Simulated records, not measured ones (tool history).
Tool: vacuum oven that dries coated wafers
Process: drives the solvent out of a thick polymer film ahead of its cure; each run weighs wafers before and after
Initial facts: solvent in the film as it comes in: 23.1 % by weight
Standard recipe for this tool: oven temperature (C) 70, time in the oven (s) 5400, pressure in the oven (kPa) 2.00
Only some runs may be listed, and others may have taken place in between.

| run | hour | oven temperature (C) | time in the oven (s) | pressure in the oven (kPa) | solvent left in the film (%) |
|---|---|---|---|---|---|
| 1 | 0.0 | 70 | 5400 | 2.00 | 8.00 |
| 2 | 48.4 | 70 | 5400 | 2.00 | 8.12 |
|  | 112.3 | oven's thermocouples calibrated |
| 3 | 137.7 | 70 | 5400 | 2.00 | 7.29 |
| 4 | 220.3 | 70 | 5400 | 2.00 | 7.33 |
| 5 | 315.6 | 80 | 5400 | 2.00 | 3.25 |
| 6 | 415.7 | 80 | 5400 | 2.00 | 3.49 |
| 7 | 496.9 | 80 | 5400 | 2.00 | 3.44 |
| 8 | 582.6 | 70 | 5400 | 2.00 | 7.84 |
| 9 | 652.1 | 70 | 5400 | 2.00 | 7.84 |
| 10 | 723.6 | 70 | 5400 | 2.00 | 7.94 |
|  | 798.8 | vacuum gauge cleaned of residue and calibrated |
| 11 | 803.7 | 70 | 5400 | 2.00 | 8.05 |
| 12 | 889.2 | 70 | 5400 | 2.00 | 8.18 |
| 13 | 979.2 | 70 | 5400 | 2.00 | 8.17 |
|  | 1037.4 | oven's thermocouples calibrated |
| 14 | 1057.7 | 70 | 5400 | 2.00 | 7.76 |
| 15 | 1155.7 | 70 | 5400 | 2.00 | 7.89 |
| 16 | 1198.8 | 58 | 5400 | 2.00 | 14.78 |
| 17 | 1278.5 | 70 | 5400 | 2.00 | 8.11 |
|  | 1352.6 | vacuum gauge cleaned of residue and calibrated, once more |
| 18 | 1371.7 | 70 | 5400 | 2.00 | 7.70 |
| 19 | 1451.6 | 70 | 5400 | 5.00 | 12.66 |
| 20 | 1503.5 | 70 | 5400 | 2.02 | 7.85 |
| 21 | 1565.2 | 70 | 5400 | 2.02 | 7.81 |
| 22 | 1609.9 | 60 | 5100 | 4.57 | 18.20 |
| 23 | 1666.2 | 72 | 3780 | 3.36 | 10.59 |
| 24 | 1754.2 | 72 | 3780 | 3.36 | 10.68 |
| 25 | 1842.0 | 70 | 4020 | 1.77 | 9.43 |
| 26 | 1905.1 | 84 | 5640 | 5.66 | 6.69 |
|  | 1960.8 | oven's thermocouples calibrated |
| 27 | 1998.9 | 70 | 7080 | 1.93 | 5.54 |
| 28 | 2081.0 | 73 | 5280 | 1.93 | 5.42 |
| 29 | 2165.4 | 73 | 5280 | 2.56 | 6.49 |
| 30 | 2240.2 | 80 | 2880 | 2.56 | 5.94 |
| 31 | 2295.9 | 57 | 3900 | 2.00 | 15.89 |
| 32 | 2373.7 | 67 | 7920 | 2.08 | 7.06 |
| 33 | 2434.6 | 67 | 7920 | 6.36 | 14.67 |
| 34 | 2534.1 | 72 | 7980 | 2.00 | 4.75 |
| 35 | 2611.1 | 75 | 4560 | 2.54 | 6.34 |
| 36 | 2697.4 | 83 | 3660 | 3.16 | 4.67 |

The next listed run, before its measurement:
| 37 | 2768.5 | 83 | 3660 | 3.16 | ? |

Run 37 gave solvent left in the film (%) 4.73.
The same run, on a tool lacking any hidden state, would have yielded solvent left in the film (%) 4.48.
